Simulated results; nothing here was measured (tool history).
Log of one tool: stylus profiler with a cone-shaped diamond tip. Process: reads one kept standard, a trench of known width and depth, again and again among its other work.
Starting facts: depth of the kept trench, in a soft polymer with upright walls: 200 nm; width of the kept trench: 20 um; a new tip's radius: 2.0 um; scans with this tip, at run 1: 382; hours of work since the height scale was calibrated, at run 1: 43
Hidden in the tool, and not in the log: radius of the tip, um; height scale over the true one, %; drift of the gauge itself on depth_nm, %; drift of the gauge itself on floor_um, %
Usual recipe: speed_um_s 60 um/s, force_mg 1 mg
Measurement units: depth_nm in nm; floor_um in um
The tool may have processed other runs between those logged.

| run | hour | speed_um_s | force_mg | scans with this tip | hours of work since the height scale was calibrated | depth_nm | floor_um |
|---|---|---|---|---|---|---|---|
| 1 | 0 | 60 | 1 | 382 | 43 | 201.4 | 17.7 |
| 2 | 14 | 60 | 1 | 448 | 50 | 201.27 | 17.77 |
| 3 | 24.4 | 60 | 1 | 497 | 56 | 201.21 | 17.72 |
| 4 | 33.7 | 88 | 1 | 541 | 61 | 201.4 | 17.54 |
| 5 | 44 | 88 | 1 | 589 | 66 | 201.44 | 17.49 |
| 6 | 58 | 60 | 1 | 655 | 74 | 201.4 | 17.71 |

Run 7 comes next. What will it give?
| 7 | 70.7 | 60 | 1 | 715 | 80 | ? | ? |

{"run 7": {"depth_nm": 201.33, "floor_um": 17.7}}
Had the tool carried no hidden state, the very same run would have given depth_nm 201.41 nm, floor_um 17.78 um.
